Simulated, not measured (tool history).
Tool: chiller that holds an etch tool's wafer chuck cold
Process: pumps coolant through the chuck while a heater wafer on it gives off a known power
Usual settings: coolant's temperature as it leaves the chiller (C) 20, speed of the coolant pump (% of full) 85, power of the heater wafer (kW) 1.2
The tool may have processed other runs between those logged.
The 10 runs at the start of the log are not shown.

run	day	coolant's temperature as it leaves the chiller (C)	speed of the coolant pump (% of full)	power of the heater wafer (kW)	hours since the coolant was changed and the channels were flushed	hours since the pump was overhauled	hours since the chiller's thermometer was calibrated	chuck's temperature once it has settled (C)	how much warmer the coolant comes back (C)
11	10.912	20	70	1.2	2917	1252	4586	28.6	3.21
12	12.054	20	70	1.2	2944	1279	4614	28.9	3.21
13	13.083	20	70	1.2	2969	1304	4638	28.7	3.2
14	13.783	20	70	1.2	2986	1321	4655	28.9	3.21
15	14.929	20	70	1.2	3013	1348	4683	28.8	3.25
16	15.492	20	70	1.2	3027	1362	4696	28.8	3.26
17	16.842	23	70	1.015	3059	1394	4729	30.4	2.77
18	18.008	23	70	1.015	3087	1422	4757	30.6	2.8
19	18.712	23	70	1.015	3104	1439	4773	30.5	2.81
20	19.988	23	70	1.015	3134	1470	4804	30.3	2.82
21	20.679	20	85	1.636	3151	1486	4821	30	3.67
22	21.746	20	85	1.636	3177	1512	4846	30.1	3.64
23	22.396	22	70	0.815	3192	1528	4862	28.1	2.34
24	23.6	21	83	1.45	3221	1556	4891	30.1	3.4
25	24.879	10	71	1.15	3252	1587	4921	18.3	3.11
26	26.162	13	98	1.2	3283	1618	4952	19.6	2.43
# day 27.075: gauge calibrated
27	27.075	13	98	1.2	3305	1640	4974	19.4	2.19
28	28.308	13	98	1.2	3334	1669	5004	19.6	2.2
29	29.308	13	98	1.2	3358	1693	5028	19.4	2.09
30	30.008	13	67	1.381	3375	1710	5045	23.6	3.73
31	30.812	22	88	1.311	3394	1730	5064	29.7	2.64
32	31.983	22	88	1.311	3422	1758	5092	29.7	2.75

What if the next run were any one of these 3? Each begins from the tool's condition after run 32:
A	32.762	10	82	1.311	3441	1776	5111	?	?
B	32.762	14	85	1.2	3441	1776	5111	?	?
C	32.762	22	88	0.757	3441	1776	5111	?	?

run	chuck's temperature once it has settled (C)	how much warmer the coolant comes back (C)
A	18.5	2.88
B	21.5	2.56
C	26.5	1.58
What these runs would have given with no unlogged condition in the tool:
run	chuck's temperature once it has settled (C)	how much warmer the coolant comes back (C)
A	18.4	2.82
B	21.5	2.49
C	26.5	1.52
